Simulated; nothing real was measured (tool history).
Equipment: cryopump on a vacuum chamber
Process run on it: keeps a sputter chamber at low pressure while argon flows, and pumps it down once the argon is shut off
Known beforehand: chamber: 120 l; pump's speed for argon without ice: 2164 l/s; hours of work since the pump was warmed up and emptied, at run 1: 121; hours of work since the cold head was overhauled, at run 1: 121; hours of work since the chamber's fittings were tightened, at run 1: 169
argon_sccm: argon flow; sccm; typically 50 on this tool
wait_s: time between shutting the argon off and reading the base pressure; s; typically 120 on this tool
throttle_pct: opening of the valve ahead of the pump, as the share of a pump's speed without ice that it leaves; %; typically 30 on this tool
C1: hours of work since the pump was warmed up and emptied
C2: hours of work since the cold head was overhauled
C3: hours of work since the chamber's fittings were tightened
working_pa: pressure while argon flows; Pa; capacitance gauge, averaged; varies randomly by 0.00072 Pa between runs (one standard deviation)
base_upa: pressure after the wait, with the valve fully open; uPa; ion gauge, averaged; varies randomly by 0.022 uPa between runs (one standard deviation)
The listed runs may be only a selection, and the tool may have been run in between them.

Run 1, hour 0: usual settings; C1 121; C2 121; C3 169. Result: working_pa 0.1317 Pa, base_upa 0.68 uPa.
Run 2, hour 21: usual settings; C1 139; C2 139; C3 188. Result: working_pa 0.1324 Pa, base_upa 0.72 uPa.
Run 3, hour 39.6: usual settings but argon_sccm 52 sccm; C1 156; C2 156; C3 204. Result: working_pa 0.1371 Pa, base_upa 0.69 uPa.
Run 4, hour 60.4: usual settings; C1 174; C2 174; C3 223. Result: working_pa 0.1342 Pa, base_upa 0.78 uPa.
Run 5, hour 82: usual settings; C1 193; C2 193; C3 242. Result: working_pa 0.1345 Pa, base_upa 0.74 uPa.
Run 6, hour 96.1: usual settings; C1 206; C2 206; C3 255. Result: working_pa 0.1336 Pa, base_upa 0.73 uPa.
Run 7, hour 110.2: usual settings but argon_sccm 85 sccm; C1 218; C2 218; C3 267. Result: working_pa 0.2283 Pa, base_upa 0.75 uPa.
Run 8, hour 125.3: usual settings but argon_sccm 85 sccm; C1 232; C2 232; C3 281. Result: working_pa 0.2284 Pa, base_upa 0.68 uPa.
Run 9, hour 144.5: usual settings but argon_sccm 85 sccm; C1 249; C2 249; C3 297. Result: working_pa 0.2277 Pa, base_upa 0.74 uPa.
Run 10, hour 158.9: usual settings but argon_sccm 24 sccm; C1 262; C2 262; C3 310. Result: working_pa 0.0642 Pa, base_upa 0.74 uPa.
Run 11, hour 175.7: usual settings but argon_sccm 24 sccm; C1 276; C2 276; C3 325. Result: working_pa 0.0639 Pa, base_upa 0.75 uPa.
Run 12, hour 194.7: usual settings but argon_sccm 60 sccm, throttle_pct 37 %; C1 293; C2 293; C3 342. Result: working_pa 0.1312 Pa, base_upa 0.79 uPa.
Run 13, hour 216.4: usual settings but argon_sccm 60 sccm, throttle_pct 37 %; C1 313; C2 313; C3 361. Result: working_pa 0.1319 Pa, base_upa 0.75 uPa.
Run 14, hour 226: usual settings but argon_sccm 60 sccm, throttle_pct 16 %; C1 321; C2 321; C3 370. Result: working_pa 0.296 Pa, base_upa 0.79 uPa.
Run 15, hour 244.9: usual settings but argon_sccm 60 sccm, throttle_pct 42 %; C1 338; C2 338; C3 387. Result: working_pa 0.1177 Pa, base_upa 0.75 uPa.
Run 16, hour 259.6: usual settings but argon_sccm 73 sccm, wait_s 20 s, throttle_pct 20 %; C1 351; C2 351; C3 400. Result: working_pa 0.2909 Pa, base_upa 3.44 uPa.
Run 17, hour 277.8: usual settings but argon_sccm 73 sccm, wait_s 20 s, throttle_pct 20 %; C1 367; C2 367; C3 416. Result: working_pa 0.2924 Pa, base_upa 3.48 uPa.
Run 18, hour 299.1: usual settings but wait_s 112 s, throttle_pct 26 %; C1 386; C2 386; C3 435. Result: working_pa 0.1547 Pa, base_upa 0.81 uPa.
Run 19, hour 315.8: usual settings but wait_s 112 s, throttle_pct 26 %; C1 401; C2 401; C3 449. Result: working_pa 0.1572 Pa, base_upa 0.87 uPa.
At hour 331.9: pump warmed up, emptied and cooled again.
Run 20, hour 344.5: usual settings but throttle_pct 17 %; C1 11; C2 422; C3 470. Result: working_pa 0.2295 Pa, base_upa 0.75 uPa.

How would selected steps in working_pa from run to run divide? Give the signed amount a tool lacking its hidden state would still show from settings, what came in and random variation, and the signed amount left for the hidden state, including any gauge scatter that is not in both of the compared results.
The hidden state here: pump's speed, % of a pump's without ice; cold plate's temperature, K; leak into the chamber, uPa l/s; drift of the gauge itself on working_pa, %; drift of the gauge itself on base_upa, %.
Run 9 -> 10: argon_sccm 85 -> 24. working_pa -0.1635 Pa: hidden state -0.0041, all else -0.1594.
Run 14 -> 15: throttle_pct 16 -> 42. working_pa -0.1783 Pa: hidden state +0.0004, all else -0.1787.
Run 15 -> 16: argon_sccm 60 -> 73, wait_s 120 -> 20, throttle_pct 42 -> 20. working_pa +0.1732 Pa: hidden state +0.0015, all else +0.1717.
Run 19 -> 20: wait_s 112 -> 120, throttle_pct 26 -> 17, pump warmed up, emptied and cooled again. working_pa +0.0723 Pa: hidden state -0.0054, all else +0.0777.
